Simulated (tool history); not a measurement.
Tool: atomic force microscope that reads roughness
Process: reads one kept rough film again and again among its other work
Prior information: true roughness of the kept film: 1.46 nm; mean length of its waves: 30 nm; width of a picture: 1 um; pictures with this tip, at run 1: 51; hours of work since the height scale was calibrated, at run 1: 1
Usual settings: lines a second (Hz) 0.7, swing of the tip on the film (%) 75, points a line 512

run	hour	lines a second (Hz)	swing of the tip on the film (%)	points a line	pictures with this tip	hours of work since the height scale was calibrated	roughness of the kept film (nm (root mean square))
1	0	0.7	75	512	51	1	1.201
# hour 17.6: new tip fitted
2	63.8	1.976	75	512	46	28	1.135
# hour 85.9: new tip fitted
3	134.8	0.7	75	512	47	57	1.186
# hour 153.7: new tip fitted
4	214.9	2.654	75	512	60	90	1.092
# hour 220.4: new tip fitted
5	252.6	2.654	75	512	31	106	1.169
# hour 290.1: new tip fitted
6	319.3	2.654	75	512	29	133	1.188
# hour 359.6: new tip fitted
7	365.6	2.654	75	512	6	152	1.238
8	404.3	2.654	75	512	43	169	1.144
# hour 426.9: new tip fitted
9	459.8	0.7	75	512	32	192	1.236
# hour 496.6: new tip fitted
10	524.7	0.7	75	512	28	218	1.269
# hour 564.7: new tip fitted
11	580.3	0.7	75	512	15	241	1.288
# hour 634.9: new tip fitted
12	658.9	0.7	75	512	24	274	1.27
# hour 701.8: new tip fitted
13	709.5	0.7	75	512	8	295	1.311
14	763.3	0.7	75	512	60	317	1.18
# hour 769.5: new tip fitted
15	811.4	0.7	75	512	40	337	1.233
# hour 840.2: new tip fitted
16	867.2	0.7	75	512	26	360	1.272
# hour 908.6: new tip fitted
17	916.4	0.7	63	512	8	381	1.335
18	962.1	0.7	75	262	53	400	1.164
# hour 977.4: new tip fitted
19	1040.3	0.7	75	512	61	432	1.185
# hour 1047.8: new tip fitted
20	1082	1.116	75	288	33	449	1.211
# hour 1090.5: height scale calibrated on a step standard
# hour 1117.3: new tip fitted
21	1153.5	1.116	75	288	35	26	1.222
# hour 1188.3: new tip fitted
22	1208.8	0.817	79	942	20	49	1.29
# hour 1259.5: new tip fitted
23	1261.3	2.774	79	472	2	71	1.233
24	1321.4	1.208	70	512	61	96	1.179
# hour 1326.3: new tip fitted
25	1392.3	1.208	70	512	64	125	1.171
# hour 1398.2: new tip fitted
26	1434.7	0.7	75	318	35	143	1.242
# hour 1469.5: new tip fitted
27	1500.7	0.771	71	449	30	170	1.253
# hour 1537.5: new tip fitted
# hour 1558.6: height scale calibrated on a step standard, once more
28	1567.3	0.771	71	449	28	4	1.243
# hour 1609.2: new tip fitted
29	1638.3	0.722	75	512	28	33	1.241
# hour 1680.2: new tip fitted
30	1680.2	0.722	75	512	0	50	1.336
31	1740.4	0.645	75	402	59	75	1.172
# hour 1748.6: new tip fitted
32	1803.9	0.645	75	402	54	102	1.201
# hour 1818.5: new tip fitted
33	1868.7	2.78	69	572	49	129	1.152
# hour 1886.7: new tip fitted
34	1932.7	2.78	69	572	45	155	1.182
# hour 1958.7: new tip fitted
35	2002.9	0.654	59	277	43	184	1.215
# hour 2026.8: new tip fitted
36	2080.6	0.796	78	309	52	216	1.158
# hour 2098.7: new tip fitted
37	2131	0.796	78	309	32	237	1.229

Each row is a separate what-if for the run after 37, all from the same tool condition, not one after another. Results?
# hour 2169.5: new tip fitted
A	2193.6	0.796	68	309	23	263	?
# hour 2169.5: new tip fitted
B	2193.6	0.7	75	512	23	263	?
# hour 2169.5: new tip fitted
C	2193.6	1.527	60	665	23	263	?
# hour 2169.5: new tip fitted
D	2193.6	2.746	74	512	23	263	?
# hour 2169.5: new tip fitted
E	2193.6	1.8	78	309	23	263	?

run	roughness of the kept film (nm (root mean square))
A	1.272
B	1.267
C	1.262
D	1.188
E	1.204
With no hidden state in the tool, these same runs would have given:
run	roughness of the kept film (nm (root mean square))
A	1.342
B	1.337
C	1.331
D	1.253
E	1.271

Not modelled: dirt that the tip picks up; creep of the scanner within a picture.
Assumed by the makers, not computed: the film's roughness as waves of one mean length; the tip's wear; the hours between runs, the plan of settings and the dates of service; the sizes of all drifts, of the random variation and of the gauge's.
